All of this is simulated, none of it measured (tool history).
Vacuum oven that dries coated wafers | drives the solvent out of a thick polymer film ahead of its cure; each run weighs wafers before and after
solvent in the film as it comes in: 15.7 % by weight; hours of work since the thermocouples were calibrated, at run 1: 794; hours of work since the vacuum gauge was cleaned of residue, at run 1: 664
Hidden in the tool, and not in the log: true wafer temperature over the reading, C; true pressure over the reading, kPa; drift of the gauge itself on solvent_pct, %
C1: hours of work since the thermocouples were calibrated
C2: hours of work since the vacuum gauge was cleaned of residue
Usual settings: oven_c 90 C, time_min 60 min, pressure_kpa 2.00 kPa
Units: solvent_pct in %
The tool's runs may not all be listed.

Run 1, hour 0.0: usual settings; C1 794; C2 664. Result: solvent_pct 3.30 %.
Run 2, hour 21.4: usual settings; C1 808; C2 678. Result: solvent_pct 3.43 %.
Run 3, hour 41.5: usual settings but oven_c 84 C; C1 822; C2 692. Result: solvent_pct 5.27 %.
Run 4, hour 76.6: usual settings but oven_c 84 C; C1 845; C2 715. Result: solvent_pct 5.19 %.
Run 5, hour 105.4: usual settings but oven_c 78 C; C1 865; C2 735. Result: solvent_pct 7.16 %.
Run 6, hour 129.9: usual settings but oven_c 78 C; C1 881; C2 751. Result: solvent_pct 7.18 %.
Run 7, hour 144.9: usual settings but time_min 53 min; C1 891; C2 761. Result: solvent_pct 3.83 %.
Run 8, hour 160.9: usual settings but time_min 30 min; C1 902; C2 772. Result: solvent_pct 6.03 %.
Run 9, hour 180.1: usual settings but time_min 30 min; C1 915; C2 785. Result: solvent_pct 6.04 %.
At hour 183.4: vacuum gauge cleaned of residue and calibrated.
Run 10, hour 202.6: usual settings but time_min 30 min; C1 929; C2 13. Result: solvent_pct 6.28 %.
Run 11, hour 217.5: usual settings but oven_c 96 C; C1 939; C2 23. Result: solvent_pct 2.37 %.
Run 12, hour 251.0: usual settings; C1 961; C2 45. Result: solvent_pct 3.83 %.
Run 13, hour 269.5: usual settings; C1 974; C2 58. Result: solvent_pct 3.64 %.
At hour 277.8: vacuum gauge cleaned of residue and calibrated, once more.
Run 14, hour 290.8: usual settings; C1 987; C2 9. Result: solvent_pct 3.19 %.
Run 15, hour 325.5: usual settings; C1 1010; C2 32. Result: solvent_pct 3.32 %.
Run 16, hour 354.9: usual settings; C1 1030; C2 52. Result: solvent_pct 3.34 %.
Run 17, hour 380.0: usual settings but time_min 36 min; C1 1047; C2 69. Result: solvent_pct 5.16 %.
Run 18, hour 401.7: usual settings but time_min 36 min; C1 1061; C2 83. Result: solvent_pct 5.14 %.
Run 19, hour 420.9: usual settings but oven_c 88 C, time_min 96 min, pressure_kpa 3.49 kPa; C1 1074; C2 96. Result: solvent_pct 4.03 %.
Run 20, hour 456.0: usual settings but oven_c 96 C; C1 1098; C2 119. Result: solvent_pct 2.10 %.

Forecast run 21:
Run 21, hour 478.8: usual settings but oven_c 80 C, pressure_kpa 7.55 kPa; C1 1113; C2 135. Result: solvent_pct ?.

solvent_pct: 11.83 %
Without the tool's hidden state the same run would have given solvent_pct 10.84 %.

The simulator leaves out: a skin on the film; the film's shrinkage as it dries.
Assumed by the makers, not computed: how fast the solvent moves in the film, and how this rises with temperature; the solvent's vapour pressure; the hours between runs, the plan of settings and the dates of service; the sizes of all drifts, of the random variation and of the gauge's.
